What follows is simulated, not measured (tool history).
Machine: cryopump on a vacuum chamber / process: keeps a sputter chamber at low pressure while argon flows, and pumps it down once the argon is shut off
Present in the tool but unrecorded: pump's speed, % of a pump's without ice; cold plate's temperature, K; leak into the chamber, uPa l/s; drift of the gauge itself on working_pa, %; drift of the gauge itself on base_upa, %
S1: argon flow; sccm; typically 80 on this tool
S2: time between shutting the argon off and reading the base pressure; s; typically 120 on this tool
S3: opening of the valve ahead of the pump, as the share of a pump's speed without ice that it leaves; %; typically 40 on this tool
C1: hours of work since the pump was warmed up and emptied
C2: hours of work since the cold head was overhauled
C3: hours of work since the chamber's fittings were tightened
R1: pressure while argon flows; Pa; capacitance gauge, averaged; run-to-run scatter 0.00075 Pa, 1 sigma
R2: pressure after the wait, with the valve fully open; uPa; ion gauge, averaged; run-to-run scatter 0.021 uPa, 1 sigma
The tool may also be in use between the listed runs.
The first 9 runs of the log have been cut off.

run	day	S1	S2	S3	C1	C2	C3	R1	R2
10	4.112	80	120	33	345	345	490	0.1737	0.80
11	4.600	80	120	33	353	353	498	0.1744	0.80
12	4.938	80	120	33	358	358	503	0.1743	0.76
13	5.312	80	120	33	364	364	509	0.1748	0.83
14	5.671	80	120	33	369	369	515	0.1759	0.84
15	6.050	80	120	33	375	375	520	0.1747	0.84
16	6.533	80	120	33	383	383	528	0.1737	0.85
17	7.129	57	120	40	392	392	537	0.1041	0.85
18	7.629	57	120	40	400	400	545	0.1027	0.87
19	8.275	57	120	40	410	410	555	0.1030	0.85
20	8.733	33	20	55	417	417	562	0.0439	2.35
21	9.175	106	28	55	424	424	569	0.1434	1.86
22	9.775	46	31	37	433	433	579	0.0897	1.80
23	10.225	60	70	33	440	440	585	0.1322	1.15
24	10.700	35	113	59	448	448	593	0.0451	0.92
25	11.329	52	113	21	458	458	603	0.1786	0.97
26	11.788	52	113	21	465	465	610	0.1765	0.95

Expected results for the next run?
27	12.146	50	112	40	470	470	615	?	?

R1: 0.0922 Pa
R2: 0.95 uPa
If the tool had no hidden condition, the same run with the same run-to-run variation would have returned R1 0.0879 Pa, R2 0.44 uPa.

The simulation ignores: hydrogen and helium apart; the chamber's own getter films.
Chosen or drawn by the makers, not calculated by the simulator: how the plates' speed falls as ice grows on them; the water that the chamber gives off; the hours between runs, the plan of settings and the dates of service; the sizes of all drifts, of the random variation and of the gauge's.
